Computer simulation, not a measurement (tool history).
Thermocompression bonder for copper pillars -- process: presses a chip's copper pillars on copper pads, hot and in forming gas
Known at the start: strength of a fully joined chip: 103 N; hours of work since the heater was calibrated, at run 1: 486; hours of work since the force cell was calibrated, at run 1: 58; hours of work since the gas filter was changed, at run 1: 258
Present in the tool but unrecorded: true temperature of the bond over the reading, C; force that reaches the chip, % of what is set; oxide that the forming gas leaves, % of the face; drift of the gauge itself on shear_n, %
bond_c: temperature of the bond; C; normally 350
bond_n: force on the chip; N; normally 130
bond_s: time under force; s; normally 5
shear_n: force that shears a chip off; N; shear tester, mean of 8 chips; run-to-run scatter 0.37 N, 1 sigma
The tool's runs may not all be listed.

run	hour	bond_c	bond_n	bond_s	hours of work since the heater was calibrated	hours of work since the force cell was calibrated	hours of work since the gas filter was changed	shear_n
1	0	350	130	5	486	58	258	68
2	33.7	350	130	5	505	77	277	68.1
3	68.6	350	130	4	524	97	296	64.1
4	88.3	350	130	10	536	108	307	79.4
5	124.1	350	130	10	556	128	327	79.1
6	148.1	350	130	10	569	141	341	78.8
7	176.7	350	130	10	585	157	357	79.1
8	202.8	350	130	10	600	172	371	79.4
9	222	376	130	5	610	183	382	77.1
10	246	321	130	5	624	196	396	54.1
11	270.1	366	130	5	637	210	409	72.6
12	299.6	366	130	5	654	226	426	72.7
13	320.9	350	130	5	666	238	438	66.5
14	349.8	350	130	5	682	254	454	66.8
# hour 372.2: forming gas filter changed
15	386.9	350	130	5	702	275	8	69.6
16	410.1	350	130	5	715	288	21	69.6
17	432.9	350	130	5	728	300	34	68.3
18	450	350	130	5	738	310	43	68.6
19	485.8	350	130	5	758	330	64	68.5
20	514.6	350	130	5	774	346	80	68.6
21	534.5	350	130	5	785	357	91	68.5
22	562	350	130	15	800	373	106	87.4
23	583.8	334	151	5	813	385	118	69.1
24	620.6	334	151	5	833	405	139	68.6
25	658.3	359	136	9	854	426	160	83.8
26	682.6	348	146	5	868	440	174	73.1
27	717.5	361	148	3	887	460	193	68.5
28	749.3	369	148	12	905	477	211	92.5
29	784.2	332	165	3	925	497	230	61.6
# hour 788.1: force cell calibrated
30	814	350	130	11	940	15	246	81.8
31	846.6	350	130	11	959	33	265	82
32	877.4	350	110	3	976	50	282	50.6
33	897.8	332	110	13	987	61	293	69.4
34	915.6	332	110	13	997	71	303	69.5
35	936.6	375	118	12	1009	83	315	86.9
36	952.2	375	118	12	1018	92	324	86.6
37	969.2	336	83	4	1027	101	333	38.8
38	997.2	336	83	8	1043	117	349	49
# hour 1004.5: force cell calibrated, once more
39	1015.8	336	83	8	1053	6	358	48.7
40	1047.8	379	97	13	1070	24	376	80.4
41	1073.8	352	90	5	1085	39	391	50.1

For each entry between runs, how does the tool's hidden state at the last listed run before it compare with that at the first listed run after it?
In the gap between runs 14 and 15: forming gas filter changed (hour 372.2)
  true temperature of the bond over the reading, C: -2.5 -> -2.6; oxide that the forming gas leaves, % of the face: 4.54 -> 0.59
  measured minus no-state result, shear_n: -3.5 -> -0.8 N
In the gap between runs 29 and 30: force cell calibrated (hour 788.1)
  true temperature of the bond over the reading, C: -3.4 -> -3.5; force that reaches the chip, % of what is set: 101.1 -> 101.8; oxide that the forming gas leaves, % of the face: 2.5 -> 2.63
  measured minus no-state result, shear_n: -2.2 -> -2.3 N
In the gap between runs 38 and 39: force cell calibrated, once more (hour 1004.5)
  true temperature of the bond over the reading, C: -3.8 -> -3.9; force that reaches the chip, % of what is set: 102 -> 100.1; oxide that the forming gas leaves, % of the face: 3.52 -> 3.59
  measured minus no-state result, shear_n: -2.2 -> -3.1 N
